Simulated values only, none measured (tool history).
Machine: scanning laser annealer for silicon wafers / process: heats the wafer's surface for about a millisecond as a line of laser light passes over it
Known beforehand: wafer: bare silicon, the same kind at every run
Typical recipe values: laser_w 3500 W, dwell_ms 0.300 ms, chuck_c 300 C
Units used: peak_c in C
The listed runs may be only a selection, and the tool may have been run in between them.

{"run": 1, "day": 0.0, "laser_w": 3500, "dwell_ms": 0.3, "chuck_c": 300, "peak_c": 982}
{"run": 2, "day": 0.783, "laser_w": 3500, "dwell_ms": 0.258, "chuck_c": 300, "peak_c": 928}
{"run": 3, "day": 1.208, "laser_w": 3500, "dwell_ms": 0.258, "chuck_c": 300, "peak_c": 931}
{"run": 4, "day": 1.55, "laser_w": 3500, "dwell_ms": 0.3, "chuck_c": 300, "peak_c": 980}
{"run": 5, "day": 2.104, "laser_w": 3686, "dwell_ms": 0.3, "chuck_c": 300, "peak_c": 1020}
{"day": 2.383, "done": "optics aligned, line set to its width"}
{"run": 6, "day": 2.838, "laser_w": 3686, "dwell_ms": 0.3, "chuck_c": 300, "peak_c": 1039}
{"run": 7, "day": 3.479, "laser_w": 3686, "dwell_ms": 0.3, "chuck_c": 300, "peak_c": 1037}
{"run": 8, "day": 4.088, "laser_w": 3686, "dwell_ms": 0.3, "chuck_c": 300, "peak_c": 1032}
{"run": 9, "day": 4.646, "laser_w": 3686, "dwell_ms": 0.3, "chuck_c": 300, "peak_c": 1033}
{"run": 10, "day": 5.238, "laser_w": 3500, "dwell_ms": 0.3, "chuck_c": 284, "peak_c": 967}
{"run": 11, "day": 5.875, "laser_w": 3500, "dwell_ms": 0.3, "chuck_c": 284, "peak_c": 968}
{"run": 12, "day": 6.429, "laser_w": 3500, "dwell_ms": 0.3, "chuck_c": 300, "peak_c": 981}
{"run": 13, "day": 7.017, "laser_w": 3418, "dwell_ms": 0.3, "chuck_c": 300, "peak_c": 959}
{"day": 7.521, "done": "window over the wafer cleaned"}
{"run": 14, "day": 7.85, "laser_w": 3500, "dwell_ms": 0.3, "chuck_c": 300, "peak_c": 1032}
{"run": 15, "day": 8.638, "laser_w": 3500, "dwell_ms": 0.3, "chuck_c": 300, "peak_c": 1030}
{"day": 8.808, "done": "laser's power meter calibrated"}
{"run": 16, "day": 9.338, "laser_w": 3500, "dwell_ms": 0.3, "chuck_c": 300, "peak_c": 1029}
{"run": 17, "day": 9.921, "laser_w": 3500, "dwell_ms": 0.3, "chuck_c": 300, "peak_c": 1030}
{"run": 18, "day": 10.462, "laser_w": 3740, "dwell_ms": 0.36, "chuck_c": 308, "peak_c": 1173}
{"run": 19, "day": 10.962, "laser_w": 3740, "dwell_ms": 0.36, "chuck_c": 308, "peak_c": 1175}
{"run": 20, "day": 11.388, "laser_w": 3413, "dwell_ms": 0.3, "chuck_c": 300, "peak_c": 1003}
{"run": 21, "day": 11.896, "laser_w": 3360, "dwell_ms": 0.317, "chuck_c": 300, "peak_c": 1007}
{"run": 22, "day": 12.621, "laser_w": 3210, "dwell_ms": 0.317, "chuck_c": 331, "peak_c": 998}
{"run": 23, "day": 13.221, "laser_w": 3210, "dwell_ms": 0.317, "chuck_c": 276, "peak_c": 943}
{"day": 13.496, "done": "laser's power meter calibrated, once more"}
{"run": 24, "day": 14.138, "laser_w": 3210, "dwell_ms": 0.317, "chuck_c": 276, "peak_c": 935}
{"run": 25, "day": 14.8, "laser_w": 3500, "dwell_ms": 0.3, "chuck_c": 286, "peak_c": 993}
{"run": 26, "day": 15.4, "laser_w": 3409, "dwell_ms": 0.309, "chuck_c": 300, "peak_c": 993}
{"run": 27, "day": 15.8, "laser_w": 3409, "dwell_ms": 0.309, "chuck_c": 300, "peak_c": 994}
{"run": 28, "day": 16.308, "laser_w": 3500, "dwell_ms": 0.276, "chuck_c": 328, "peak_c": 1001}
{"run": 29, "day": 16.996, "laser_w": 3500, "dwell_ms": 0.276, "chuck_c": 328, "peak_c": 1002}
{"run": 30, "day": 17.654, "laser_w": 3500, "dwell_ms": 0.276, "chuck_c": 328, "peak_c": 1002}
{"run": 31, "day": 18.033, "laser_w": 3359, "dwell_ms": 0.3, "chuck_c": 285, "peak_c": 946}
{"run": 32, "day": 18.704, "laser_w": 3359, "dwell_ms": 0.3, "chuck_c": 285, "peak_c": 952}
{"run": 33, "day": 19.483, "laser_w": 3831, "dwell_ms": 0.216, "chuck_c": 270, "peak_c": 927}

Alternative continuations, all from the tool just after run 33; predict every row:
{"run": "A", "day": 20.142, "laser_w": 3495, "dwell_ms": 0.3, "chuck_c": 327, "peak_c": "?"}
{"run": "B", "day": 20.142, "laser_w": 3244, "dwell_ms": 0.216, "chuck_c": 313, "peak_c": "?"}
{"run": "C", "day": 20.142, "laser_w": 3831, "dwell_ms": 0.283, "chuck_c": 307, "peak_c": "?"}
{"run": "D", "day": 20.142, "laser_w": 3590, "dwell_ms": 0.366, "chuck_c": 269, "peak_c": "?"}

run=A peak_c=1019
run=B peak_c=849
run=C peak_c=1059
run=D peak_c=1061
With the hidden condition removed and each run's random variation left untouched, the same runs would have given:
run=A peak_c=1055
run=B peak_c=878
run=C peak_c=1098
run=D peak_c=1103

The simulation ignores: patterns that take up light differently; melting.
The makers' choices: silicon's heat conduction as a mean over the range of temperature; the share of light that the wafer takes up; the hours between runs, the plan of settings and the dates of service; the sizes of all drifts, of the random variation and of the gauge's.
